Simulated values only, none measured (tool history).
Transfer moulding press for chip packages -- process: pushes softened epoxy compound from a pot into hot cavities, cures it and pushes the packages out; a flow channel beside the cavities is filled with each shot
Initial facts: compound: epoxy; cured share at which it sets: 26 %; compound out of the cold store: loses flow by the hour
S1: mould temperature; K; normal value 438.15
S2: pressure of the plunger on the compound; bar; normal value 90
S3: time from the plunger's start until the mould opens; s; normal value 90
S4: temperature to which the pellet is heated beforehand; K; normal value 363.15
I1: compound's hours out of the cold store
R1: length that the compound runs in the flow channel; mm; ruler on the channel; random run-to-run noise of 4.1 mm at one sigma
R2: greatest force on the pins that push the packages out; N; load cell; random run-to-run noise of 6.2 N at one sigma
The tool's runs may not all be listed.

{"run": 1, "day": 0.0, "S1": 438.15, "S2": 90, "S3": 90, "S4": 363.15, "I1": 12, "R1": 589, "R2": 245}
{"run": 2, "day": 0.425, "S1": 438.15, "S2": 90, "S3": 117, "S4": 363.15, "I1": 46.7, "R1": 455, "R2": 193}
{"day": 0.742, "done": "cavities cleaned with cleaning compound and waxed"}
{"run": 3, "day": 1.017, "S1": 438.15, "S2": 90, "S3": 90, "S4": 363.15, "I1": 24.5, "R1": 543, "R2": 237}
{"run": 4, "day": 1.488, "S1": 438.15, "S2": 90, "S3": 90, "S4": 363.15, "I1": 31.2, "R1": 509, "R2": 235}
{"run": 5, "day": 1.938, "S1": 438.15, "S2": 90, "S3": 90, "S4": 367.15, "I1": 20.5, "R1": 548, "R2": 234}
{"run": 6, "day": 2.292, "S1": 438.15, "S2": 90, "S3": 90, "S4": 367.15, "I1": 46.9, "R1": 458, "R2": 225}
{"day": 2.504, "done": "cavities cleaned with cleaning compound and waxed"}
{"run": 7, "day": 2.704, "S1": 438.15, "S2": 90, "S3": 90, "S4": 367.15, "I1": 19.5, "R1": 552, "R2": 239}
{"run": 8, "day": 3.092, "S1": 438.15, "S2": 90, "S3": 90, "S4": 367.15, "I1": 37.8, "R1": 489, "R2": 236}
{"run": 9, "day": 3.467, "S1": 438.15, "S2": 90, "S3": 90, "S4": 367.15, "I1": 23.3, "R1": 536, "R2": 232}
{"run": 10, "day": 3.771, "S1": 438.15, "S2": 90, "S3": 90, "S4": 367.15, "I1": 20.8, "R1": 552, "R2": 238}
{"day": 4.292, "done": "cavities cleaned with cleaning compound and waxed"}
{"run": 11, "day": 4.35, "S1": 438.15, "S2": 90, "S3": 90, "S4": 367.15, "I1": 10, "R1": 590, "R2": 243}
{"run": 12, "day": 4.638, "S1": 438.15, "S2": 90, "S3": 90, "S4": 367.15, "I1": 17.4, "R1": 562, "R2": 232}
{"run": 13, "day": 4.975, "S1": 438.15, "S2": 90, "S3": 90, "S4": 367.15, "I1": 43.2, "R1": 476, "R2": 230}
{"run": 14, "day": 5.271, "S1": 432.15, "S2": 77.1, "S3": 99, "S4": 367.15, "I1": 17.5, "R1": 523, "R2": 290}
{"run": 15, "day": 5.658, "S1": 444.15, "S2": 103.8, "S3": 76, "S4": 354.15, "I1": 35.1, "R1": 536, "R2": 230}
{"run": 16, "day": 5.942, "S1": 433.15, "S2": 103.8, "S3": 87, "S4": 371.15, "I1": 40, "R1": 513, "R2": 320}
{"day": 6.054, "done": "cavities cleaned with cleaning compound and waxed"}
{"run": 17, "day": 6.421, "S1": 433.15, "S2": 89.1, "S3": 87, "S4": 363.15, "I1": 33.1, "R1": 506, "R2": 324}
{"run": 18, "day": 6.962, "S1": 433.15, "S2": 89.1, "S3": 87, "S4": 363.15, "I1": 47.4, "R1": 460, "R2": 313}
{"run": 19, "day": 7.3, "S1": 438.15, "S2": 86.8, "S3": 107, "S4": 363.15, "I1": 21.9, "R1": 540, "R2": 200}
{"run": 20, "day": 7.671, "S1": 438.15, "S2": 90, "S3": 103, "S4": 363.15, "I1": 14.4, "R1": 577, "R2": 211}

What will run 21 give?
{"day": 7.817, "done": "cavities cleaned with cleaning compound and waxed"}
{"run": 21, "day": 8.3, "S1": 438.15, "S2": 90, "S3": 103, "S4": 363.15, "I1": 8.7, "R1": "?", "R2": "?"}

{"run 21": {"R1": 597, "R2": 207}}
If the tool had no hidden condition, the same run with the same run-to-run variation would have returned R1 598 mm, R2 206 N.
